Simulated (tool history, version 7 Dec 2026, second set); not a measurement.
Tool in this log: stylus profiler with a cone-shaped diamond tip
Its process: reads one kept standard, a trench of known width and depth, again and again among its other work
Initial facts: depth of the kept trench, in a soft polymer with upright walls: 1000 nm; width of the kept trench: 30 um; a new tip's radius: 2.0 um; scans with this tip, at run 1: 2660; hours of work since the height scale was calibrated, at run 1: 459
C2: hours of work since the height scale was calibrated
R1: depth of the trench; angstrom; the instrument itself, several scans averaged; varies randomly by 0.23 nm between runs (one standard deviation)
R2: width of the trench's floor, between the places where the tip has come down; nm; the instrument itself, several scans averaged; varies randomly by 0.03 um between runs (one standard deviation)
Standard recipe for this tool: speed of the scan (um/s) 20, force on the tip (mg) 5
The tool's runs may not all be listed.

run 1 day=0 | speed_of_the_scan_(um/s)=20 force_on_the_tip_(mg)=5 | scans_with_this_tip=2660 C2=459 | R1=10264.1 R2=26450
run 2 day=0.912 | speed_of_the_scan_(um/s)=20 force_on_the_tip_(mg)=5 | scans_with_this_tip=2758 C2=476 | R1=10259 R2=26460
run 3 day=2.138 | speed_of_the_scan_(um/s)=20 force_on_the_tip_(mg)=5 | scans_with_this_tip=2889 C2=498 | R1=10262.9 R2=26400
run 4 day=3.575 | speed_of_the_scan_(um/s)=20 force_on_the_tip_(mg)=1.94 | scans_with_this_tip=3043 C2=525 | R1=10142.8 R2=26410
run 5 day=4.5 | speed_of_the_scan_(um/s)=20 force_on_the_tip_(mg)=3.79 | scans_with_this_tip=3142 C2=542 | R1=10219.3 R2=26420
run 6 day=5.925 | speed_of_the_scan_(um/s)=20 force_on_the_tip_(mg)=3.79 | scans_with_this_tip=3294 C2=568 | R1=10218.2 R2=26420
run 7 day=7.025 | speed_of_the_scan_(um/s)=20 force_on_the_tip_(mg)=3.79 | scans_with_this_tip=3412 C2=589 | R1=10220 R2=26480
run 8 day=7.742 | speed_of_the_scan_(um/s)=20 force_on_the_tip_(mg)=3.79 | scans_with_this_tip=3488 C2=602 | R1=10218.3 R2=26490
run 9 day=8.525 | speed_of_the_scan_(um/s)=20 force_on_the_tip_(mg)=3.79 | scans_with_this_tip=3572 C2=616 | R1=10216.9 R2=26470
run 10 day=9.288 | speed_of_the_scan_(um/s)=28 force_on_the_tip_(mg)=5 | scans_with_this_tip=3654 C2=630 | R1=10263.7 R2=26390
run 11 day=10.325 | speed_of_the_scan_(um/s)=28 force_on_the_tip_(mg)=5 | scans_with_this_tip=3765 C2=650 | R1=10264.3 R2=26460
run 12 day=11.438 | speed_of_the_scan_(um/s)=28 force_on_the_tip_(mg)=5 | scans_with_this_tip=3884 C2=670 | R1=10262.6 R2=26410
run 13 day=12.596 | speed_of_the_scan_(um/s)=33 force_on_the_tip_(mg)=5 | scans_with_this_tip=4008 C2=691 | R1=10267.6 R2=26360
run 14 day=14.129 | speed_of_the_scan_(um/s)=33 force_on_the_tip_(mg)=5 | scans_with_this_tip=4172 C2=720 | R1=10261.5 R2=26420
run 15 day=15.562 | speed_of_the_scan_(um/s)=6 force_on_the_tip_(mg)=5 | scans_with_this_tip=4326 C2=746 | R1=10262.3 R2=26550
run 16 day=17.15 | speed_of_the_scan_(um/s)=6 force_on_the_tip_(mg)=5 | scans_with_this_tip=4496 C2=776 | R1=10262.4 R2=26540
run 17 day=18.462 | speed_of_the_scan_(um/s)=6 force_on_the_tip_(mg)=5 | scans_with_this_tip=4636 C2=800 | R1=10266.2 R2=26480
run 18 day=19.917 | speed_of_the_scan_(um/s)=6 force_on_the_tip_(mg)=4.62 | scans_with_this_tip=4792 C2=827 | R1=10249.9 R2=26550
run 19 day=21.283 | speed_of_the_scan_(um/s)=6 force_on_the_tip_(mg)=5 | scans_with_this_tip=4938 C2=852 | R1=10259.2 R2=26510
run 20 day=22.854 | speed_of_the_scan_(um/s)=6 force_on_the_tip_(mg)=5 | scans_with_this_tip=5106 C2=881 | R1=10265.6 R2=26500
run 21 day=23.583 | speed_of_the_scan_(um/s)=6 force_on_the_tip_(mg)=5 | scans_with_this_tip=5184 C2=894 | R1=10266 R2=26560
run 22 day=24.525 | speed_of_the_scan_(um/s)=7 force_on_the_tip_(mg)=5 | scans_with_this_tip=5285 C2=912 | R1=10266 R2=26560
run 23 day=25.9 | speed_of_the_scan_(um/s)=5 force_on_the_tip_(mg)=5 | scans_with_this_tip=5432 C2=937 | R1=10259.5 R2=26490
run 24 day=27.012 | speed_of_the_scan_(um/s)=6 force_on_the_tip_(mg)=7.54 | scans_with_this_tip=5551 C2=958 | R1=10343.7 R2=26490
run 25 day=28.671 | speed_of_the_scan_(um/s)=71 force_on_the_tip_(mg)=5 | scans_with_this_tip=5728 C2=988 | R1=10261.8 R2=26240
run 26 day=30.225 | speed_of_the_scan_(um/s)=68 force_on_the_tip_(mg)=3.22 | scans_with_this_tip=5895 C2=1017 | R1=10199.6 R2=26220
run 27 day=31.375 | speed_of_the_scan_(um/s)=68 force_on_the_tip_(mg)=3.22 | scans_with_this_tip=6018 C2=1038 | R1=10197.5 R2=26230

Estimate the outcome of run 28 from the log above:
run 28 day=32.538 | speed_of_the_scan_(um/s)=68 force_on_the_tip_(mg)=3.22 | scans_with_this_tip=6142 C2=1060 | R1=? R2=?

Logged for run 28: R1 10198.5 angstrom, R2 26210 nm.
With the hidden condition absent and the run-to-run variation left alone, this run would have shown R1 10198.8 angstrom, R2 26220 nm.

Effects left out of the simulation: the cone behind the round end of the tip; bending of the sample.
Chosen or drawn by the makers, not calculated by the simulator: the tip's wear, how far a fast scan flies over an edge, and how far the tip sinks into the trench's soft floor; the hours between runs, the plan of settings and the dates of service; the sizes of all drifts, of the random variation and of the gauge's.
